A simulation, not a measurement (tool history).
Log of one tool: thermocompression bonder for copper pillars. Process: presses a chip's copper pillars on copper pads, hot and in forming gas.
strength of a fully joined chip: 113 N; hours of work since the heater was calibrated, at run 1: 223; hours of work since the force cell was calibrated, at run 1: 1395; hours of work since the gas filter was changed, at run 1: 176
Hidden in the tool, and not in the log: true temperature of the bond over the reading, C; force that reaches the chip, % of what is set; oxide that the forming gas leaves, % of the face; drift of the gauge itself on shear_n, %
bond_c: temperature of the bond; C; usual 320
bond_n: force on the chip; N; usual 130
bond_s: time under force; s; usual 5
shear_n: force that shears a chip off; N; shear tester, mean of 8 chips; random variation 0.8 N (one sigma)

| run | hour | bond_c | bond_n | bond_s | hours of work since the heater was calibrated | hours of work since the force cell was calibrated | hours of work since the gas filter was changed | shear_n |
|---|---|---|---|---|---|---|---|---|
| 1 | 0.0 | 320 | 130 | 5 | 223 | 1395 | 176 | 75.5 |
|  | 17.8 | forming gas filter changed |
| 2 | 33.2 | 320 | 130 | 5 | 245 | 1417 | 11 | 76.0 |
| 3 | 87.8 | 320 | 130 | 5 | 284 | 1456 | 49 | 75.2 |
| 4 | 152.7 | 320 | 130 | 5 | 329 | 1501 | 94 | 75.2 |
| 5 | 186.4 | 320 | 130 | 5 | 353 | 1524 | 118 | 75.2 |
| 6 | 230.4 | 320 | 130 | 5 | 383 | 1555 | 149 | 75.1 |
|  | 289.7 | forming gas filter changed |
| 7 | 300.2 | 320 | 130 | 5 | 432 | 1604 | 7 | 75.3 |
| 8 | 374.8 | 320 | 130 | 5 | 484 | 1656 | 59 | 75.3 |
| 9 | 416.9 | 320 | 130 | 5 | 513 | 1685 | 89 | 74.8 |
| 10 | 489.4 | 320 | 130 | 5 | 564 | 1736 | 140 | 75.2 |
| 11 | 527.3 | 320 | 130 | 5 | 590 | 1762 | 166 | 76.2 |
|  | 562.1 | forming gas filter changed |
| 12 | 579.1 | 320 | 130 | 5 | 626 | 1798 | 12 | 75.6 |
| 13 | 643.0 | 320 | 130 | 5 | 671 | 1843 | 57 | 75.0 |
| 14 | 706.1 | 320 | 130 | 5 | 715 | 1887 | 101 | 75.4 |
| 15 | 777.8 | 320 | 99 | 5 | 765 | 1937 | 151 | 59.8 |
|  | 811.6 | heater calibrated with a thermocouple chip |
| 16 | 832.3 | 320 | 130 | 5 | 14 | 1974 | 187 | 75.6 |
|  | 837.7 | forming gas filter changed |
| 17 | 894.6 | 320 | 130 | 5 | 58 | 2017 | 40 | 74.0 |
|  | 938.0 | force cell calibrated |
| 18 | 939.9 | 320 | 130 | 5 | 88 | 1 | 70 | 75.2 |
| 19 | 995.1 | 320 | 130 | 5 | 127 | 40 | 109 | 75.6 |
| 20 | 1053.0 | 320 | 130 | 5 | 167 | 80 | 149 | 75.6 |
|  | 1111.4 | forming gas filter changed |
| 21 | 1127.4 | 319 | 130 | 8 | 219 | 132 | 11 | 84.7 |
| 22 | 1195.1 | 320 | 90 | 12 | 266 | 179 | 58 | 71.3 |
| 23 | 1241.3 | 320 | 90 | 12 | 299 | 212 | 91 | 73.2 |
| 24 | 1315.4 | 320 | 90 | 12 | 350 | 263 | 143 | 72.0 |
|  | 1385.7 | forming gas filter changed |
| 25 | 1388.6 | 347 | 112 | 12 | 401 | 314 | 2 | 99.2 |
| 26 | 1435.3 | 347 | 112 | 12 | 434 | 347 | 35 | 98.9 |
| 27 | 1505.3 | 320 | 130 | 4 | 483 | 396 | 84 | 70.6 |
| 28 | 1566.5 | 320 | 130 | 10 | 525 | 438 | 126 | 89.2 |
| 29 | 1635.5 | 293 | 94 | 13 | 574 | 487 | 175 | 56.8 |
|  | 1656.1 | forming gas filter changed |
| 30 | 1683.6 | 293 | 94 | 13 | 607 | 520 | 19 | 57.5 |
| 31 | 1725.6 | 324 | 145 | 3 | 636 | 549 | 49 | 73.7 |
| 32 | 1773.5 | 301 | 146 | 3 | 670 | 583 | 82 | 58.4 |
| 33 | 1806.8 | 301 | 146 | 3 | 693 | 606 | 105 | 57.7 |
| 34 | 1850.6 | 312 | 120 | 3 | 724 | 637 | 136 | 53.4 |
| 35 | 1922.5 | 341 | 158 | 5 | 774 | 687 | 186 | 95.9 |
|  | 1928.6 | forming gas filter changed |
|  | 1945.4 | heater calibrated with a thermocouple chip |
| 36 | 1982.5 | 320 | 151 | 6 | 26 | 727 | 36 | 87.4 |
| 37 | 2041.4 | 320 | 130 | 3 | 67 | 768 | 77 | 65.0 |
| 38 | 2089.8 | 334 | 192 | 3 | 101 | 802 | 111 | 94.4 |
| 39 | 2144.0 | 320 | 130 | 7 | 139 | 840 | 149 | 81.7 |
|  | 2203.8 | forming gas filter changed |
| 40 | 2220.2 | 322 | 146 | 12 | 192 | 893 | 11 | 99.4 |

Forecast each of these 3 alternatives for the next run:
| A | 2296.1 | 307 | 146 | 12 | 245 | 946 | 65 | ? |
| B | 2296.1 | 326 | 95 | 14 | 245 | 946 | 65 | ? |
| C | 2296.1 | 322 | 164 | 6 | 245 | 946 | 65 | ? |

| run | shear_n |
|---|---|
| A | 90.5 |
| B | 82.8 |
| C | 93.2 |
Without the tool's hidden state the same runs would have given:
| run | shear_n |
|---|---|
| A | 90.6 |
| B | 82.9 |
| C | 93.3 |

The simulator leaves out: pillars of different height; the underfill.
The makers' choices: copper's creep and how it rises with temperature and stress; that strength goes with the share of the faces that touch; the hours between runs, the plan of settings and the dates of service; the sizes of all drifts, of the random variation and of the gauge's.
